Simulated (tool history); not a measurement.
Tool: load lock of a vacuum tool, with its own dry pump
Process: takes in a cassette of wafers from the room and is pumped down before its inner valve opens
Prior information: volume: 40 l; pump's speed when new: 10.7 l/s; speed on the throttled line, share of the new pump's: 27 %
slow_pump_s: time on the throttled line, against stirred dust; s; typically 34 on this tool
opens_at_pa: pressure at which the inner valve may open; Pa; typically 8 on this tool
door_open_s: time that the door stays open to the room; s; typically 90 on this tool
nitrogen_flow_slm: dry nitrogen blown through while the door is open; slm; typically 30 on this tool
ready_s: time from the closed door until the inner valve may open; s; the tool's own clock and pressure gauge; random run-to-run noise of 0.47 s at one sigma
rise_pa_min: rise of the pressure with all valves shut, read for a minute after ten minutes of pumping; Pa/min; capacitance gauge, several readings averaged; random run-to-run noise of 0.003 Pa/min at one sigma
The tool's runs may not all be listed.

run,hour,slow_pump_s,opens_at_pa,door_open_s,nitrogen_flow_slm,"incoming humidity of the room's air, %",ready_s,rise_pa_min
1,0.0,34,8,90,30,44.9,65.0,0.044
2,47.7,38,8,90,30,42.9,66.9,0.042
3,130.1,38,8,90,30,42.9,67.2,0.042
4,224.3,34,8,90,30,46.4,64.1,0.053
5,271.9,34,8,90,30,43.2,63.5,0.050
6,342.1,34,8,90,30,45.9,63.9,0.048
7,419.8,34,8,90,30,44.0,64.0,0.054
8,507.7,34,8,90,30,45.4,63.8,0.049
9,601.6,34,8,138,30,46.0,64.4,0.054
10,671.9,34,8,46,14,44.6,63.9,0.048
11,755.2,27,10,90,30,44.5,58.9,0.053
12,849.5,27,10,90,30,45.3,59.1,0.055
13,910.7,34,9,90,30,45.7,64.4,0.054
14,986.1,34,9,90,30,45.8,64.3,0.050

Expected results for the next run?
15,1077.5,29,11,223,30,45.0,?,?

ready_s: 58.9 s
rise_pa_min: 0.077 Pa/min
On a tool with no hidden condition, and with the same random variation, this run would have come out at ready_s 55.1 s, rise_pa_min 0.045 Pa/min.
